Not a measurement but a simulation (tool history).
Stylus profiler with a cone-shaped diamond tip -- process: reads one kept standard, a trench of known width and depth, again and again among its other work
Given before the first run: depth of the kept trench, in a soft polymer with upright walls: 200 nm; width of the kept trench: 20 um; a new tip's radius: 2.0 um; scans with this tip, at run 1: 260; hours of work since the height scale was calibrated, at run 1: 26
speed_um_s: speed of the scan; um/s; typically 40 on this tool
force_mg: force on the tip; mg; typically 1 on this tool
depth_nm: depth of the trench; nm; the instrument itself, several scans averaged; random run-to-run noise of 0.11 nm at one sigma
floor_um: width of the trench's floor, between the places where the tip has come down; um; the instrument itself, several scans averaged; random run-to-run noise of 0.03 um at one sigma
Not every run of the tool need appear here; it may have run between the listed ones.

run	hour	speed_um_s	force_mg	scans with this tip	hours of work since the height scale was calibrated	depth_nm	floor_um
1	0	40	1	260	26	201.03	18.01
2	21	40	1	361	36	201.21	17.97
3	57.6	40	1	538	53	201.27	17.99
4	81.9	122	1	656	65	201.28	17.34
5	107.5	98	1	779	77	200.97	17.54
6	130.8	98	1	892	88	201.12	17.5
7	163.9	98	1	1052	104	201.03	17.48
8	198.7	98	1	1221	121	201.18	17.49
9	214.7	98	0.81	1298	128	201.03	17.45
10	240.9	98	0.81	1425	141	200.94	17.38
11	267.7	21	0.53	1554	154	200.54	18
12	286.6	40	0.85	1646	163	201.08	17.9
# hour 289.1: height scale calibrated on a step standard
13	314.1	40	0.85	1776	12	200.82	17.9
14	333.7	10	1.24	1871	21	201.09	18.09
15	359	10	2.44	1993	33	202.15	18.13
# hour 370.9: height scale calibrated on a step standard, once more
16	389.6	80	1.59	2139	9	201.61	17.69
17	425.7	130	1.45	2314	26	201.54	17.37
18	441.4	88	0.33	2390	34	200.5	17.05
19	459.3	88	0.33	2476	42	200.06	17.04
20	483.6	37	1.48	2594	54	201.72	17.95

Here are 3 independent what-if runs from the current tool condition. What would each one return?
A	520.6	62	0.89	2773	72	?	?
B	520.6	40	1.84	2773	72	?	?
C	520.6	14	1.48	2773	72	?	?

run	depth_nm	floor_um
A	200.8	17.64
B	201.84	17.92
C	201.51	17.98
Stripped of hidden state, with their random variation kept, the same runs would have yielded:
run	depth_nm	floor_um
A	200.95	17.78
B	201.99	18.06
C	201.66	18.12
